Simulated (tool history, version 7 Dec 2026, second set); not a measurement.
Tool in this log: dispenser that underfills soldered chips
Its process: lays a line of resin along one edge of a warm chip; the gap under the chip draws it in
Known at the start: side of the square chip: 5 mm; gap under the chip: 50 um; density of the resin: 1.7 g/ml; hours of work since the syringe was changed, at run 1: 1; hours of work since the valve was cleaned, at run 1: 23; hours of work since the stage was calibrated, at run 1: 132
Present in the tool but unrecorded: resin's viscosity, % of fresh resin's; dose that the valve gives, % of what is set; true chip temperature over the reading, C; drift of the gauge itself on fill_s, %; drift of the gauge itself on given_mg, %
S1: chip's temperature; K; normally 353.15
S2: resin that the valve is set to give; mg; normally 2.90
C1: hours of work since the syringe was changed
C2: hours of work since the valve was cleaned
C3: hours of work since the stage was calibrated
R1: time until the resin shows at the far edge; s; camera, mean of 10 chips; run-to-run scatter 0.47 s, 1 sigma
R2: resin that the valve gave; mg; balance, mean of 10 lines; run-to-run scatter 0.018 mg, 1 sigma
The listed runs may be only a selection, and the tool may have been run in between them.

| run | day | S1 | S2 | C1 | C2 | C3 | R1 | R2 |
|---|---|---|---|---|---|---|---|---|
| 1 | 0.000 | 353.15 | 2.90 | 1 | 23 | 132 | 38.0 | 2.84 |
| 2 | 0.212 | 341.15 | 2.90 | 5 | 26 | 135 | 80.1 | 2.85 |
| 3 | 0.479 | 341.15 | 2.90 | 9 | 30 | 139 | 100.2 | 2.76 |
|  | 0.621 | new syringe of resin |
| 4 | 0.883 | 341.15 | 2.90 | 4 | 36 | 145 | 80.5 | 2.80 |
| 5 | 1.142 | 341.15 | 2.90 | 8 | 40 | 149 | 96.1 | 2.82 |
|  | 1.342 | new syringe of resin |
| 6 | 1.542 | 341.15 | 3.78 | 3 | 46 | 155 | 75.0 | 3.58 |
|  | 1.800 | dispensing valve cleaned and set on the balance |
| 7 | 1.975 | 341.15 | 3.78 | 9 | 3 | 161 | 96.0 | 3.76 |
|  | 2.104 | new syringe of resin |
| 8 | 2.225 | 341.15 | 3.78 | 2 | 6 | 165 | 67.2 | 3.79 |
| 9 | 2.458 | 353.15 | 2.90 | 5 | 10 | 169 | 45.0 | 2.87 |
| 10 | 2.646 | 353.15 | 2.90 | 8 | 13 | 172 | 50.7 | 2.86 |
|  | 2.833 | new syringe of resin |
| 11 | 3.008 | 353.15 | 2.90 | 3 | 18 | 177 | 40.8 | 2.83 |
| 12 | 3.242 | 359.15 | 2.90 | 6 | 22 | 181 | 34.6 | 2.85 |
| 13 | 3.467 | 340.15 | 2.58 | 10 | 25 | 184 | 117.7 | 2.50 |
|  | 3.542 | new syringe of resin |
| 14 | 3.792 | 340.15 | 2.58 | 4 | 30 | 189 | 85.3 | 2.48 |
| 15 | 3.967 | 359.15 | 2.54 | 7 | 33 | 191 | 37.4 | 2.46 |
| 16 | 4.150 | 368.15 | 2.63 | 9 | 36 | 194 | 27.2 | 2.56 |
|  | 4.267 | new syringe of resin |
| 17 | 4.521 | 362.15 | 3.22 | 4 | 41 | 200 | 26.1 | 3.09 |
| 18 | 4.738 | 341.15 | 2.65 | 7 | 44 | 203 | 91.2 | 2.51 |
|  | 4.975 | new syringe of resin |
| 19 | 5.017 | 341.15 | 2.62 | 1 | 49 | 207 | 69.9 | 2.51 |
|  | 5.092 | dispensing valve cleaned and set on the balance |
| 20 | 5.450 | 341.15 | 2.62 | 7 | 5 | 213 | 90.1 | 2.58 |
| 21 | 5.671 | 361.15 | 2.93 | 10 | 9 | 217 | 36.8 | 2.90 |
|  | 5.725 | new syringe of resin |
| 22 | 6.075 | 353.15 | 3.09 | 5 | 15 | 223 | 44.8 | 3.07 |
|  | 6.429 | new syringe of resin |
| 23 | 6.433 | 340.15 | 3.02 | 0 | 20 | 228 | 67.0 | 2.97 |

5 options for the next run, each taken on its own from the tool as it stands now. Forecast them:
| A | 6.742 | 340.15 | 2.85 | 5 | 25 | 233 | ? | ? |
| B | 6.742 | 342.15 | 3.06 | 5 | 25 | 233 | ? | ? |
| C | 6.742 | 360.15 | 3.37 | 5 | 25 | 233 | ? | ? |
| D | 6.742 | 341.15 | 2.86 | 5 | 25 | 233 | ? | ? |
| E | 6.742 | 345.15 | 2.70 | 5 | 25 | 233 | ? | ? |

| run | R1 | R2 |
|---|---|---|
| A | 85.7 | 2.75 |
| B | 74.7 | 2.98 |
| C | 29.9 | 3.28 |
| D | 80.3 | 2.77 |
| E | 67.6 | 2.64 |
The same runs, with their run-to-run variation unchanged, on a tool lacking any hidden condition would have given:
| run | R1 | R2 |
|---|---|---|
| A | 71.0 | 2.82 |
| B | 62.0 | 3.06 |
| C | 24.7 | 3.36 |
| D | 66.6 | 2.85 |
| E | 55.9 | 2.71 |
